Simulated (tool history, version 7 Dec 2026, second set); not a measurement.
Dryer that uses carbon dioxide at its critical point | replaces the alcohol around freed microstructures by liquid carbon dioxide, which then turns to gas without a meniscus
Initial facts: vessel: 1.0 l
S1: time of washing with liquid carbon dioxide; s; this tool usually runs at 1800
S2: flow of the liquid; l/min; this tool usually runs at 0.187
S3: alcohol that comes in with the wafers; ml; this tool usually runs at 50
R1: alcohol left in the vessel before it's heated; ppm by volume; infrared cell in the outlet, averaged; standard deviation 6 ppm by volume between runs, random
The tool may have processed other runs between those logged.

run	hour	S1	S2	S3	R1
1	0.0	1800	0.187	50	384
2	7.9	1800	0.187	50	397
3	15.5	1800	0.187	50	409
4	22.1	1800	0.187	50	401
5	32.1	1800	0.268	50	69
6	42.6	1800	0.193	50	346
7	48.8	1800	0.187	50	413
8	55.8	1980	0.187	50	266
9	65.9	1980	0.187	50	271
10	76.5	1980	0.187	50	270
11	83.7	1800	0.187	66	581
12	90.7	1800	0.187	66	572
13	97.9	1800	0.170	66	923
14	108.0	1800	0.170	66	912
15	118.2	2760	0.187	50	65
16	130.0	2760	0.187	50	36
17	135.5	2760	0.187	50	45
18	141.5	2760	0.187	50	44
19	150.9	2760	0.187	50	43
20	158.7	1800	0.187	50	246
21	168.1	1800	0.187	50	265
22	174.4	1800	0.187	50	270
23	185.1	2820	0.113	23	176
24	192.7	2520	0.187	105	84
25	200.9	1800	0.187	38	219
26	210.1	1920	0.187	50	216
27	215.8	1920	0.187	50	221
28	222.8	2700	0.246	50	27
29	228.5	1560	0.187	40	451
30	238.5	2160	0.119	40	770
31	248.1	1800	0.197	50	229
32	257.2	1740	0.187	61	440
33	267.6	2040	0.266	67	35
34	273.2	2040	0.266	67	48
35	280.0	1800	0.265	50	57
36	288.8	1260	0.258	50	381
37	297.5	1260	0.258	50	379
38	304.3	1260	0.258	50	388
39	309.7	1260	0.258	50	383
40	319.8	1260	0.258	50	395

Withheld: 1 entry from between the runs. Position of each, and hidden state at the listed run before versus the listed run after:
From run 15 to run 16: inlet filter changed (hour 125.8)
  flow that reaches the vessel past the clogged filter, %: 86.9 -> 99.6; alcohol in the recycled carbon dioxide, ppm: 22.9 -> 23.3
  what was measured, less what the result would be without the hidden state, R1: +42 -> +18 ppm by volume

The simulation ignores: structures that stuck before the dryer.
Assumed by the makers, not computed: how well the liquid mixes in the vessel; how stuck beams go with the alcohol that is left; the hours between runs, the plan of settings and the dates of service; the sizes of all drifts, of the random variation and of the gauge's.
